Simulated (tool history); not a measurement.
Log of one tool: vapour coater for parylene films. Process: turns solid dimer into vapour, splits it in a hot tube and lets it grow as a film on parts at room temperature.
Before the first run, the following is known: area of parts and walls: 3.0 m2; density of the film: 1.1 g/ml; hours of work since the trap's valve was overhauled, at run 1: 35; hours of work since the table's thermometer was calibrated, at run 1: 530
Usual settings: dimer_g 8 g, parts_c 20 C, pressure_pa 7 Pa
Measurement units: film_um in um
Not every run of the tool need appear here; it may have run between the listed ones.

| run | hour | dimer_g | parts_c | pressure_pa | hours of work since the trap's valve was overhauled | hours of work since the table's thermometer was calibrated | film_um |
|---|---|---|---|---|---|---|---|
| 1 | 0 | 8 | 20 | 7 | 35 | 530 | 1.499 |
| 2 | 23.1 | 6 | 20 | 7 | 51 | 545 | 1.114 |
| 3 | 44.2 | 8 | 20 | 5.84 | 65 | 559 | 1.504 |
| 4 | 76.1 | 8 | 20 | 5.84 | 86 | 580 | 1.5 |
| 5 | 108.1 | 8 | 20 | 5.84 | 107 | 602 | 1.518 |
| 6 | 122.5 | 8 | 18 | 5.84 | 116 | 611 | 1.543 |
| 7 | 145.5 | 8 | 18 | 5.84 | 132 | 626 | 1.534 |
| 8 | 174.7 | 8 | 18 | 5.84 | 151 | 646 | 1.531 |
| 9 | 203.1 | 8 | 20 | 7 | 170 | 665 | 1.47 |
| 10 | 225.1 | 8 | 20 | 7 | 184 | 679 | 1.468 |
|  | 229.3 | table's thermometer calibrated |
| 11 | 250.8 | 10 | 20 | 7 | 201 | 14 | 1.841 |
| 12 | 284.3 | 4 | 22 | 10.1 | 223 | 36 | 0.679 |
| 13 | 306.2 | 4 | 22 | 10.1 | 237 | 51 | 0.695 |
|  | 324.4 | table's thermometer calibrated, once more |
| 14 | 340.1 | 4 | 22 | 10.08 | 259 | 10 | 0.666 |
| 15 | 371 | 7 | 27 | 7 | 280 | 31 | 1.127 |
| 16 | 392.4 | 7 | 13 | 10.79 | 294 | 45 | 1.364 |
| 17 | 408.2 | 7 | 13 | 10.79 | 304 | 56 | 1.353 |
| 18 | 433.1 | 7 | 13 | 10.79 | 321 | 72 | 1.367 |
| 19 | 464.6 | 7 | 13 | 10.79 | 342 | 93 | 1.362 |
| 20 | 483 | 8 | 19 | 7 | 354 | 105 | 1.439 |

3 options for the next run, each taken on its own from the tool as it stands now. Forecast them:
| A | 508.4 | 3 | 20 | 2.75 | 371 | 122 | ? |
| B | 508.4 | 5 | 15 | 2.61 | 371 | 122 | ? |
| C | 508.4 | 8 | 20 | 2.2 | 371 | 122 | ? |

| run | film_um |
|---|---|
| A | 0.567 |
| B | 1.018 |
| C | 1.532 |
Without the tool's hidden state the same runs would have given:
| run | film_um |
|---|---|
| A | 0.6 |
| B | 1.078 |
| C | 1.622 |

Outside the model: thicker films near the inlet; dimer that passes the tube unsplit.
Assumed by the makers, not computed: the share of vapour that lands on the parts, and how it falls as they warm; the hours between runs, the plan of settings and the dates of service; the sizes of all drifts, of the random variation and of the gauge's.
